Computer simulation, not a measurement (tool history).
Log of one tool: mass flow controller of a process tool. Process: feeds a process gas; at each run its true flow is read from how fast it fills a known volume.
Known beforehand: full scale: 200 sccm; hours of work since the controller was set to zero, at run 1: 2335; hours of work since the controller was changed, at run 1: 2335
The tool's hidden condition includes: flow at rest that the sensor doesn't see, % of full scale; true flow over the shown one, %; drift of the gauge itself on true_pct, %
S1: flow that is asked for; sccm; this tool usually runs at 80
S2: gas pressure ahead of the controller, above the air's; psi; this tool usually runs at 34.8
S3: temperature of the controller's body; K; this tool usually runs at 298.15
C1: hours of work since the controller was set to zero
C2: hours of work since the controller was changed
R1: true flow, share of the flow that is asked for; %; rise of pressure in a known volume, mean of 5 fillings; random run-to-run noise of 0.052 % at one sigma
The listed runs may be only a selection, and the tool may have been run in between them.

Run 1, hour 0: usual settings; C1 2335; C2 2335. Result: R1 98.88 %.
Run 2, hour 187.2: usual settings but S3 296.15 K; C1 2435; C2 2435. Result: R1 98.59 %.
Run 3, hour 471: usual settings but S1 147 sccm; C1 2587; C2 2587. Result: R1 98.9 %.
Run 4, hour 757.5: usual settings but S1 147 sccm; C1 2741; C2 2741. Result: R1 98.83 %.
Run 5, hour 1044.1: usual settings but S1 147 sccm; C1 2895; C2 2895. Result: R1 98.83 %.
Run 6, hour 1263.6: usual settings but S1 147 sccm; C1 3012; C2 3012. Result: R1 98.88 %.
Run 7, hour 1446.6: usual settings but S3 305.15 K; C1 3111; C2 3111. Result: R1 99.49 %.
Run 8, hour 1675.6: usual settings but S3 305.15 K; C1 3233; C2 3233. Result: R1 99.59 %.
Run 9, hour 1922.5: usual settings but S3 305.15 K; C1 3366; C2 3366. Result: R1 99.46 %.
Run 10, hour 2060.5: usual settings; C1 3440; C2 3440. Result: R1 98.73 %.
Run 11, hour 2289.6: usual settings; C1 3563; C2 3563. Result: R1 98.85 %.
Run 12, hour 2512.9: usual settings; C1 3683; C2 3683. Result: R1 98.89 %.
Run 13, hour 2742.7: usual settings; C1 3806; C2 3806. Result: R1 98.93 %.
Run 14, hour 2976.3: usual settings; C1 3931; C2 3931. Result: R1 98.74 %.
Run 15, hour 3176.7: usual settings but S3 295.15 K; C1 4039; C2 4039. Result: R1 98.51 %.
Run 16, hour 3426.8: usual settings but S2 39.6 psi; C1 4173; C2 4173. Result: R1 98.54 %.
At hour 3486.2: controller's zero set anew.
Run 17, hour 3553.4: usual settings but S2 39.6 psi; C1 36; C2 4241. Result: R1 99.4 %.
Run 18, hour 3803.7: usual settings but S1 56 sccm; C1 170; C2 4375. Result: R1 100.33 %.
Run 19, hour 4032.5: usual settings but S1 56 sccm; C1 293; C2 4498. Result: R1 100.53 %.
At hour 4177.8: controller's zero set anew, once more.
Run 20, hour 4212: usual settings; C1 18; C2 4594. Result: R1 97.47 %.
Run 21, hour 4387: usual settings; C1 112; C2 4688. Result: R1 97.44 %.
Run 22, hour 4533.1: usual settings but S3 309.15 K; C1 191; C2 4766. Result: R1 98.5 %.
Run 23, hour 4684: usual settings but S1 27 sccm, S3 299.15 K; C1 272; C2 4847. Result: R1 97.44 %.
Run 24, hour 4958.7: usual settings but S1 105 sccm, S3 299.15 K; C1 419; C2 4994. Result: R1 97.63 %.
Run 25, hour 5238.9: usual settings but S1 56 sccm, S2 33.8 psi, S3 304.15 K; C1 569; C2 5145. Result: R1 98.04 %.
Run 26, hour 5397.6: usual settings but S1 22 sccm, S3 299.15 K; C1 654; C2 5230. Result: R1 97.87 %.
Run 27, hour 5553.7: usual settings but S1 127 sccm, S2 25.4 psi, S3 307.15 K; C1 738; C2 5313. Result: R1 99.01 %.
Run 28, hour 5791.2: usual settings but S1 198 sccm, S2 35 psi, S3 299.15 K; C1 866; C2 5441. Result: R1 98.22 %.
Run 29, hour 5996.3: usual settings but S1 66 sccm, S2 39.6 psi, S3 299.15 K; C1 976; C2 5551. Result: R1 97.18 %.
Run 30, hour 6233.5: usual settings but S1 25 sccm, S2 22.5 psi, S3 301.15 K; C1 1103; C2 5678. Result: R1 98.86 %.
Run 31, hour 6515.5: usual settings but S1 107 sccm, S2 22.5 psi, S3 299.15 K; C1 1254; C2 5829. Result: R1 98.19 %.
Run 32, hour 6777.2: usual settings but S1 107 sccm, S2 22.5 psi, S3 299.15 K; C1 1394; C2 5970. Result: R1 98.23 %.
Run 33, hour 6997.8: usual settings but S1 24 sccm; C1 1513; C2 6088. Result: R1 98.23 %.
Run 34, hour 7159.7: usual settings but S1 87 sccm, S2 36.3 psi, S3 305.15 K; C1 1600; C2 6175. Result: R1 98.05 %.
Run 35, hour 7334: usual settings but S1 87 sccm, S2 36.3 psi, S3 305.15 K; C1 1693; C2 6269. Result: R1 97.93 %.
Run 36, hour 7452.6: usual settings but S1 58 sccm, S2 21.9 psi, S3 300.15 K; C1 1757; C2 6332. Result: R1 98.36 %.
Run 37, hour 7620.1: usual settings but S1 58 sccm, S2 21.9 psi, S3 300.15 K; C1 1847; C2 6422. Result: R1 98.32 %.
Run 38, hour 7902.6: usual settings but S1 158 sccm, S2 37.1 psi, S3 311.15 K; C1 1998; C2 6574. Result: R1 98.82 %.
Run 39, hour 8069.1: usual settings but S1 53 sccm; C1 2088; C2 6663. Result: R1 97.56 %.
Run 40, hour 8293.4: usual settings but S1 58 sccm, S2 21.6 psi, S3 312.15 K; C1 2208; C2 6783. Result: R1 99.58 %.
Run 41, hour 8475.3: usual settings but S1 58 sccm, S2 21.6 psi, S3 312.15 K; C1 2305; C2 6881. Result: R1 99.66 %.
Run 42, hour 8739.1: usual settings but S3 301.15 K; C1 2447; C2 7022. Result: R1 97.71 %.
Run 43, hour 8967.7: usual settings but S2 25.1 psi, S3 312.15 K; C1 2570; C2 7145. Result: R1 99.23 %.
Run 44, hour 9154.9: usual settings but S2 38.6 psi; C1 2670; C2 7245. Result: R1 97.21 %.

Selected run-to-run steps in R1, each split into two signed amounts: the part the tool would show with no hidden state at all (from settings, incoming material and random variation), and the remainder, which goes to the hidden state together with any gauge scatter not common to the measured and the hidden-state-free results:
Run 19 -> 20: S1 56 -> 80, controller's zero set anew, once more. R1 -3.06 %: hidden state -3.24, all else +0.18.
Run 32 -> 33: S1 107 -> 24, S2 22.5 -> 34.8, S3 299.15 -> 298.15. R1 +0 %: hidden state +1.5, all else -1.5.
Run 33 -> 34: S1 24 -> 87, S2 34.8 -> 36.3, S3 298.15 -> 305.15. R1 -0.18 %: hidden state -1.42, all else +1.24.
Run 39 -> 40: S1 53 -> 58, S2 34.8 -> 21.6, S3 298.15 -> 312.15. R1 +2.02 %: hidden state -0.09, all else +2.11.
Run 43 -> 44: S2 25.1 -> 38.6, S3 312.15 -> 298.15. R1 -2.02 %: hidden state +0, all else -2.02.

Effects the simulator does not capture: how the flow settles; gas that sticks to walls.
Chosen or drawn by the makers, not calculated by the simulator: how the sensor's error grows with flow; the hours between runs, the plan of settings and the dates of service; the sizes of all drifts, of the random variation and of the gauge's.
